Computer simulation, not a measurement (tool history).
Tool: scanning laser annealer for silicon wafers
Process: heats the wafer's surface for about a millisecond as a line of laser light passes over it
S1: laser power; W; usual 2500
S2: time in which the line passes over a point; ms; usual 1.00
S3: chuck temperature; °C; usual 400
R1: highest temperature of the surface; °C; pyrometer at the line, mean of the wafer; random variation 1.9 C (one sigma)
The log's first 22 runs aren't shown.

{"run": 23, "hour": 447.5, "S1": 2500, "S2": 1.0, "S3": 380, "R1": 1195}
{"run": 24, "hour": 471.1, "S1": 2747, "S2": 0.85, "S3": 380, "R1": 1205}
{"run": 25, "hour": 486.1, "S1": 2714, "S2": 1.0, "S3": 400, "R1": 1282}
{"run": 26, "hour": 508.8, "S1": 2714, "S2": 1.0, "S3": 400, "R1": 1284}
{"run": 27, "hour": 521.5, "S1": 2519, "S2": 1.0, "S3": 400, "R1": 1219}
{"run": 28, "hour": 540.1, "S1": 2500, "S2": 0.78, "S3": 400, "R1": 1132}
{"hour": 547.7, "done": "optics aligned, line set to its width"}
{"run": 29, "hour": 561.2, "S1": 2500, "S2": 0.78, "S3": 400, "R1": 1126}
{"run": 30, "hour": 583.4, "S1": 2500, "S2": 0.78, "S3": 400, "R1": 1129}
{"run": 31, "hour": 596.8, "S1": 2500, "S2": 0.93, "S3": 425, "R1": 1215}

Forecast each of these 5 alternatives for the next run:
{"run": "A", "hour": 611.9, "S1": 2199, "S2": 0.93, "S3": 425, "R1": "?"}
{"run": "B", "hour": 611.9, "S1": 2250, "S2": 1.0, "S3": 400, "R1": "?"}
{"run": "C", "hour": 611.9, "S1": 2430, "S2": 0.93, "S3": 387, "R1": "?"}
{"run": "D", "hour": 611.9, "S1": 2500, "S2": 1.06, "S3": 382, "R1": "?"}
{"run": "E", "hour": 611.9, "S1": 2500, "S2": 1.04, "S3": 425, "R1": "?"}

run=A R1=1126
run=B R1=1140
run=C R1=1155
run=D R1=1220
run=E R1=1257
Without the tool's hidden state the same runs would have given:
run=A R1=1127
run=B R1=1141
run=C R1=1155
run=D R1=1221
run=E R1=1258

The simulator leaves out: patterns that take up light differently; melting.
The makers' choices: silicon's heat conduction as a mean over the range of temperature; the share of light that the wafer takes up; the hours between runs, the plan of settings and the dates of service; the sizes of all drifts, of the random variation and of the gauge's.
